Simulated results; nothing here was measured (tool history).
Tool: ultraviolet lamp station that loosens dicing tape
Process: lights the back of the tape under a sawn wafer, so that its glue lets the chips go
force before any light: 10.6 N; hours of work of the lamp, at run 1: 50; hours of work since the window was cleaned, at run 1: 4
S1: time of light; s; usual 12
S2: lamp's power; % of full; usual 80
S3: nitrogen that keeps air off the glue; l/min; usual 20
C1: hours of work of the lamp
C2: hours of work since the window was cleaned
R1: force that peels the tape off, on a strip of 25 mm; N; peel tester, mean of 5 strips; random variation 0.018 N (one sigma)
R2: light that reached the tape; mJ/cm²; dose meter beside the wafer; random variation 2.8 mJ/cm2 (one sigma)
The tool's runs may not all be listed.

run,hour,S1,S2,S3,C1,C2,R1,R2
1,0,12,80,20,50,4,0.899,379
2,11.5,12,80,20,57,10,0.913,378
3,17.8,12,80,20,60,14,0.892,379
4,26.1,12,80,20,65,19,0.937,372
5,32.5,12,67,20,69,23,1.311,314
6,45.3,12,67,20,76,30,1.337,312
7,53.2,12,80,20,81,35,0.952,368
8,67.4,12,80,20,89,43,0.973,368
9,75.6,12,80,20,94,48,0.949,369
10,82.8,6,80,20,98,52,3.035,180
11,94.1,6,80,20,105,58,3.108,179
12,106.4,6,80,20,112,65,3.161,185
13,113.4,6,80,20,116,69,3.167,180
14,122.5,13,84,13,121,75,1.057,410
15,129,12,80,20,125,78,1.033,358
16,141.4,22,80,40,132,86,0.199,651
17,154.3,22,94,7,140,93,0.414,765
18,162.3,15,76,17,144,98,0.79,423
19,169.3,12,84,20,148,102,0.976,368
20,177.7,24,63,14,153,107,0.53,560
21,191.2,9,80,6,161,115,3.45,261
22,204.1,10,71,10,169,122,2.632,257
23,216.1,7,80,20,175,129,2.656,203
24,228.1,7,80,20,182,136,2.699,200
25,237,7,80,20,188,141,2.808,201

Forecast each of these 3 alternatives for the next run:
A,249.2,7,80,9,195,148,?,?
B,249.2,7,80,16,195,148,?,?
C,249.2,7,77,16,195,148,?,?

run,R1,R2
A,3.717,196
B,3.136,200
C,3.202,188
Without the tool's hidden state the same runs would have given:
run,R1,R2
A,3.232,224
B,2.649,228
C,2.72,215
